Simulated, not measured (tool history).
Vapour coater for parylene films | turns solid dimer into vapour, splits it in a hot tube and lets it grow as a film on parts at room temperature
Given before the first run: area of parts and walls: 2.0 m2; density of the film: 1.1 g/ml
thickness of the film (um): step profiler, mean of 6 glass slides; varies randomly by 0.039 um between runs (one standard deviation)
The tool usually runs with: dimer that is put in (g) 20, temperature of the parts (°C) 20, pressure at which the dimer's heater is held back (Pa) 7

run   hour  dimer that is put in (g)  temperature of the parts (°C)  pressure at which the dimer's heater is held back (Pa)  thickness of the film (um)
  1      0                        20                             20                                                       7                        4.15
  2   10.2                        20                             20                                                       7                        4.15
  3   29.9                        20                             13                                                       7                        4.83
  4   47.5                        20                             13                                                       7                         4.8
  5   57.9                        20                             20                                                       7                        4.26
  6   72.9                        20                             20                                                       7                        4.12
  7   92.5                        14                             20                                                       7                        2.84
  8  110.1                        20                             22                                                    6.17                        4.04
  9    119                        12                             22                                                    6.17                        2.41
 10  128.6                        13                             20                                                       7                        2.74
 11  145.7                        27                             13                                                    5.46                        6.85
 12  160.7                        29                             20                                                    5.46                        6.25
 13  172.2                        29                             20                                                    5.46                        6.23
 14  184.5                        10                             21                                                    5.46                        2.11

What if the next run were any one of these 3? Each begins from the tool's condition after run 14:
  A  198.7                        32                             26                                                    9.18                           ?
  B  198.7                        31                             21                                                    4.07                           ?
  C  198.7                        20                             20                                                    4.88                           ?

run  thickness of the film (um)
  A                        5.47
  B                           7
  C                        4.43
Take away the tool's hidden state, keep each run's random variation, and the runs would have read:
run  thickness of the film (um)
  A                         5.5
  B                        7.04
  C                        4.46
